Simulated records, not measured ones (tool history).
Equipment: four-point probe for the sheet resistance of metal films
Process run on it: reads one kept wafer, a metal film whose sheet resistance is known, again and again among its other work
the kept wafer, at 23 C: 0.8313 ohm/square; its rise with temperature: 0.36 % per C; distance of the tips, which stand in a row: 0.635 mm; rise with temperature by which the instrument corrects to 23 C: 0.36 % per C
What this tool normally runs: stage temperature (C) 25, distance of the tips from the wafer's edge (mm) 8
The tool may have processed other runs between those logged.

run,hour,stage temperature (C),distance of the tips from the wafer's edge (mm),sheet resistance as the instrument gives it (ohm/square)
1,0.0,25,8,0.827815
2,7.3,25,35,0.825192
3,21.9,24,8,0.827796
4,37.5,24,8,0.827580
5,50.8,24,8,0.827382
6,57.8,25,6,0.829645
7,69.1,25,6,0.829443
8,80.3,25,6,0.829492
9,94.8,26,6,0.829392
10,104.3,25,8,0.827156
11,117.8,25,8,0.827125
12,129.4,25,74,0.824307
13,143.5,19,8,0.827069
14,158.2,25,8,0.827127
15,167.6,25,8,0.826873
16,183.5,25,8,0.826947
17,200.7,25,8,0.826826
18,211.8,25,8,0.826988
19,223.4,25,8,0.826852
20,238.0,25,8,0.826922
21,248.6,25,8,0.826530
# hour 250.4: stage's thermometer calibrated
22,264.5,22,36,0.823455
# hour 275.7: stage's thermometer calibrated, once more
23,282.4,21,36,0.824749
24,291.8,24,14,0.825122
25,300.1,24,14,0.825070
26,310.5,25,30,0.824569
27,324.0,27,4,0.835303
28,338.6,20,4,0.835351
29,350.0,19,21,0.824433
30,364.4,19,4,0.835254
31,377.6,20,58,0.824291
32,391.7,20,58,0.823981
33,402.1,31,41,0.823987
34,414.4,31,41,0.823972
35,422.7,24,37,0.824006
36,430.6,22,7,0.827286
37,445.5,19,5,0.830881
38,459.5,19,5,0.830869
39,473.2,30,16,0.824362
40,489.2,30,16,0.824435
41,497.9,19,26,0.823486
42,511.7,21,24,0.823780

The logged runs with the hidden state left out (each run's random variation unchanged):
What the log doesn't record here: inner tips' distance over the nominal, %; tips' flats over new ones', %; wafer's true temperature over the reading, C; drift of the gauge itself on sheet_ohm, %.
run,sheet resistance as the instrument gives it (ohm/square)
1,0.834221
2,0.831607
3,0.834295
4,0.834145
5,0.834001
6,0.836311
7,0.836154
8,0.836252
9,0.836209
10,0.834001
11,0.834024
12,0.831236
13,0.834091
14,0.834202
15,0.833986
16,0.834127
17,0.834077
18,0.834283
19,0.834198
20,0.834326
21,0.833978
22,0.831354
23,0.831549
24,0.831964
25,0.831951
26,0.831493
27,0.842363
28,0.842475
29,0.831520
30,0.842495
31,0.831504
32,0.831251
33,0.831301
34,0.831338
35,0.831409
36,0.834748
37,0.838438
38,0.838490
39,0.831988
40,0.832134
41,0.831215
42,0.831574

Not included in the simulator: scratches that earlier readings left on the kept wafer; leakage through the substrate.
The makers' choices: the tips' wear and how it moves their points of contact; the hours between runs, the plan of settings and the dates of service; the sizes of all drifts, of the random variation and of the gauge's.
